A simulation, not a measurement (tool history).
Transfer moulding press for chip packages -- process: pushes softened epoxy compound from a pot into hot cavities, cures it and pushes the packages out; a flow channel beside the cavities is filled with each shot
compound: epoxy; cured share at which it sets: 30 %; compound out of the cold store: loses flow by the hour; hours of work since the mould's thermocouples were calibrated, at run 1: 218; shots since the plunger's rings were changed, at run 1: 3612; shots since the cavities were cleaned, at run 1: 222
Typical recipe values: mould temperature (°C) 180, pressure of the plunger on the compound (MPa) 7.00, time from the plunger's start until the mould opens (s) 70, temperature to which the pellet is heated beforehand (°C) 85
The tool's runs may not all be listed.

run    hour  mould temperature (°C)  pressure of the plunger on the compound (MPa)  time from the plunger's start until the mould opens (s)  temperature to which the pellet is heated beforehand (°C)  hours of work since the mould's thermocouples were calibrated  shots since the plunger's rings were changed  shots since the cavities were cleaned  incoming compound's hours out of the cold store  length that the compound runs in the flow channel (mm)  greatest force on the pins that push the packages out (N)
  1     0.0                     180                                           7.00                                                       70                                                         85                                                            218                                          3612                                    222                                             33.1                                                     613                                                        382
       37.5  -- cavities cleaned with cleaning compound and waxed
  2    51.5                     180                                           7.00                                                       70                                                         85                                                            254                                          4399                                    220                                             26.2                                                     620                                                        397
       72.9  -- plunger's sealing rings changed
       92.1  -- cavities cleaned with cleaning compound and waxed
  3    95.4                     180                                           7.00                                                       70                                                         85                                                            283                                           331                                     52                                             27.8                                                     651                                                        313
  4   138.2                     187                                           7.00                                                       70                                                         85                                                            314                                          1005                                    726                                             10.9                                                     674                                                        431
      143.5  -- cavities cleaned with cleaning compound and waxed
  5   187.9                     187                                           7.00                                                       70                                                         85                                                            349                                          1765                                    700                                              9.8                                                     663                                                        405
      196.4  -- cavities cleaned with cleaning compound and waxed
  6   234.8                     180                                           7.00                                                       70                                                         79                                                            382                                          2479                                    604                                             34.7                                                     632                                                        486
      247.6  -- cavities cleaned with cleaning compound and waxed
  7   264.5                     180                                           7.00                                                       70                                                         79                                                            402                                          2925                                    267                                             37.9                                                     607                                                        425
  8   289.8                     180                                           7.93                                                       70                                                         85                                                            420                                          3323                                    665                                             32.3                                                     658                                                        481
      299.4  -- cavities cleaned with cleaning compound and waxed
  9   318.2                     180                                           7.93                                                       70                                                         85                                                            440                                          3747                                    296                                             40.8                                                     638                                                        403
      350.4  -- cavities cleaned with cleaning compound and waxed
 10   350.4                     180                                           7.93                                                       70                                                         85                                                            462                                          4230                                      0                                             46.7                                                     637                                                        270
      383.8  -- plunger's sealing rings changed
 11   392.2                     180                                           7.47                                                       70                                                         85                                                            491                                           132                                    619                                             25.6                                                     679                                                        466
      404.2  -- cavities cleaned with cleaning compound and waxed
 12   432.4                     180                                           7.00                                                       55                                                         85                                                            519                                           743                                    445                                             37.8                                                     626                                                        737
      455.6  -- cavities cleaned with cleaning compound and waxed
 13   486.5                     180                                           7.00                                                       55                                                         85                                                            557                                          1571                                    486                                             14.7                                                     676                                                        849
      506.6  -- cavities cleaned with cleaning compound and waxed
 14   517.2                     180                                           7.00                                                       70                                                         85                                                            578                                          2031                                    167                                             29.2                                                     642                                                        363
 15   542.5                     180                                           7.00                                                       70                                                         85                                                            596                                          2431                                    567                                             35.7                                                     616                                                        467
      560.5  -- cavities cleaned with cleaning compound and waxed
 16   574.0                     178                                           7.00                                                       51                                                         85                                                            618                                          2902                                    212                                             13.2                                                     668                                                       1011
      613.7  -- cavities cleaned with cleaning compound and waxed
 17   626.9                     185                                           6.67                                                       70                                                         85                                                            656                                          3713                                    208                                             30.1                                                     596                                                        335
      665.6  -- cavities cleaned with cleaning compound and waxed
 18   680.1                     180                                           5.48                                                       96                                                         85                                                            693                                          4527                                    228                                             34.7                                                     538                                                        324
      693.8  -- plunger's sealing rings changed
 19   705.2                     180                                           7.29                                                       63                                                         85                                                            709                                           180                                    585                                             34.6                                                     646                                                        574
      717.8  -- cavities cleaned with cleaning compound and waxed
 20   757.2                     181                                           8.18                                                       65                                                         90                                                            746                                           975                                    621                                             26.5                                                     699                                                        495
      767.6  -- cavities cleaned with cleaning compound and waxed
 21   793.9                     181                                           8.18                                                       65                                                         90                                                            772                                          1529                                    414                                             10.6                                                     746                                                        460
      818.6  -- cavities cleaned with cleaning compound and waxed
 22   840.8                     180                                           7.00                                                       84                                                         85                                                            804                                          2245                                    350                                             15.7                                                     667                                                        361
      869.9  -- cavities cleaned with cleaning compound and waxed
 23   882.2                     180                                           7.00                                                       84                                                         85                                                            833                                          2874                                    194                                             47.5                                                     592                                                        325
      890.8  -- mould's thermocouples calibrated
 24   916.2                     180                                           7.00                                                       84                                                         85                                                             18                                          3377                                    697                                             45.5                                                     592                                                        402
      922.2  -- cavities cleaned with cleaning compound and waxed
 25   968.9                     184                                           6.01                                                       68                                                         87                                                             56                                          4185                                    736                                             46.0                                                     537                                                        449
      975.2  -- cavities cleaned with cleaning compound and waxed
 26   997.0                     184                                           6.01                                                       68                                                         87                                                             75                                          4605                                    344                                             14.8                                                     599                                                        390
     1008.1  -- plunger's sealing rings changed
     1027.4  -- cavities cleaned with cleaning compound and waxed
 27  1052.3                     184                                           6.01                                                       68                                                         87                                                            112                                           673                                    393                                             41.4                                                     579                                                        401

Below are 3 alternative next runs, each starting from the tool's condition after run 27. Predict each:
     1078.6  -- cavities cleaned with cleaning compound and waxed
  A  1086.1                     172                                           7.11                                                       68                                                         87                                                            135                                          1181                                    118                                             25.4                                                       ?                                                          ?
     1078.6  -- cavities cleaned with cleaning compound and waxed
  B  1086.1                     179                                           7.00                                                       57                                                         85                                                            135                                          1181                                    118                                             37.6                                                       ?                                                          ?
     1078.6  -- cavities cleaned with cleaning compound and waxed
  C  1086.1                     180                                           7.00                                                       72                                                         81                                                            135                                          1181                                    118                                             17.1                                                       ?                                                          ?

run  length that the compound runs in the flow channel (mm)  greatest force on the pins that push the packages out (N)
  A                                                     677                                                        662
  B                                                     625                                                        616
  C                                                     680                                                        350
What these runs would have given with no unlogged condition in the tool:
run  length that the compound runs in the flow channel (mm)  greatest force on the pins that push the packages out (N)
  A                                                     687                                                        531
  B                                                     635                                                        494
  C                                                     690                                                        279
